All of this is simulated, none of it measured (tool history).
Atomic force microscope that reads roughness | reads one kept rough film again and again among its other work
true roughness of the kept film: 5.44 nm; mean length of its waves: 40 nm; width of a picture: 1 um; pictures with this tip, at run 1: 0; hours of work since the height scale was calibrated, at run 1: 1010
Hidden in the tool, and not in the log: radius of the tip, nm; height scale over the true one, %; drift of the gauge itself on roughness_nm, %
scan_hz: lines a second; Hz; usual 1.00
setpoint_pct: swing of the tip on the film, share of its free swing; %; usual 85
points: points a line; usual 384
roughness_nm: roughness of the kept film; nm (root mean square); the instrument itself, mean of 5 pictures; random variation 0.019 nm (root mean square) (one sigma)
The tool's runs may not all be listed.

| run | hour | scan_hz | setpoint_pct | points | pictures with this tip | hours of work since the height scale was calibrated | roughness_nm |
|---|---|---|---|---|---|---|---|
| 1 | 0.0 | 1.00 | 85 | 384 | 0 | 1010 | 4.554 |
| 2 | 34.7 | 0.66 | 85 | 384 | 47 | 1028 | 4.649 |
| 3 | 76.1 | 0.66 | 85 | 384 | 104 | 1049 | 4.645 |
| 4 | 126.9 | 0.66 | 85 | 384 | 172 | 1074 | 4.639 |
|  | 177.2 | new tip fitted |
| 5 | 177.2 | 0.66 | 85 | 384 | 0 | 1100 | 4.662 |
| 6 | 228.9 | 0.66 | 85 | 384 | 70 | 1126 | 4.670 |
| 7 | 280.9 | 0.92 | 85 | 384 | 140 | 1152 | 4.495 |
| 8 | 329.5 | 1.00 | 85 | 384 | 206 | 1177 | 4.501 |
|  | 355.6 | new tip fitted |
| 9 | 380.1 | 1.00 | 85 | 384 | 34 | 1202 | 4.534 |
| 10 | 440.9 | 1.00 | 56 | 384 | 116 | 1233 | 4.839 |
| 11 | 492.5 | 1.00 | 62 | 384 | 186 | 1259 | 4.788 |
|  | 534.6 | new tip fitted |
| 12 | 555.0 | 1.00 | 62 | 384 | 28 | 1291 | 4.816 |
| 13 | 603.9 | 1.00 | 85 | 384 | 94 | 1316 | 4.531 |
| 14 | 638.1 | 1.00 | 85 | 384 | 140 | 1333 | 4.495 |
| 15 | 683.8 | 1.00 | 89 | 384 | 202 | 1356 | 4.436 |
|  | 715.3 | new tip fitted |
| 16 | 742.5 | 1.00 | 89 | 384 | 37 | 1386 | 4.427 |
| 17 | 794.2 | 1.35 | 85 | 359 | 107 | 1412 | 4.372 |
| 18 | 836.8 | 1.35 | 85 | 349 | 164 | 1433 | 4.371 |
| 19 | 886.5 | 0.60 | 74 | 743 | 232 | 1459 | 4.804 |
|  | 894.5 | new tip fitted |
| 20 | 928.7 | 0.60 | 74 | 743 | 46 | 1480 | 4.812 |
| 21 | 988.9 | 1.75 | 66 | 436 | 128 | 1510 | 4.697 |
| 22 | 1044.0 | 1.75 | 66 | 436 | 202 | 1538 | 4.645 |
|  | 1074.4 | new tip fitted |
| 23 | 1076.8 | 1.75 | 66 | 436 | 3 | 1555 | 4.664 |
| 24 | 1134.4 | 1.75 | 66 | 436 | 81 | 1584 | 4.653 |
| 25 | 1191.7 | 2.01 | 60 | 339 | 159 | 1613 | 4.745 |
|  | 1252.9 | new tip fitted |
| 26 | 1260.4 | 2.32 | 85 | 384 | 10 | 1648 | 4.113 |
| 27 | 1290.6 | 1.27 | 73 | 378 | 51 | 1663 | 4.680 |
| 28 | 1330.3 | 1.38 | 77 | 650 | 105 | 1683 | 4.554 |
| 29 | 1382.4 | 3.23 | 77 | 650 | 175 | 1709 | 4.109 |
|  | 1430.1 | new tip fitted |
| 30 | 1449.7 | 3.23 | 77 | 650 | 26 | 1743 | 4.130 |
| 31 | 1499.8 | 3.23 | 77 | 650 | 94 | 1769 | 4.118 |
| 32 | 1562.8 | 1.82 | 78 | 964 | 180 | 1801 | 4.418 |

4 ways to go on from here, each from the tool as it stands after run 32. What would each give?
|  | 1611.6 | new tip fitted |
| A | 1622.9 | 1.90 | 71 | 625 | 15 | 1831 | ? |
|  | 1611.6 | new tip fitted |
| B | 1622.9 | 3.03 | 89 | 633 | 15 | 1831 | ? |
|  | 1611.6 | new tip fitted |
| C | 1622.9 | 1.82 | 78 | 918 | 15 | 1831 | ? |
|  | 1611.6 | new tip fitted |
| D | 1622.9 | 1.00 | 85 | 407 | 15 | 1831 | ? |

| run | roughness_nm |
|---|---|
| A | 4.591 |
| B | 3.706 |
| C | 4.435 |
| D | 4.546 |
Without the tool's hidden state the same runs would have given:
| run | roughness_nm |
|---|---|
| A | 4.592 |
| B | 3.707 |
| C | 4.436 |
| D | 4.547 |
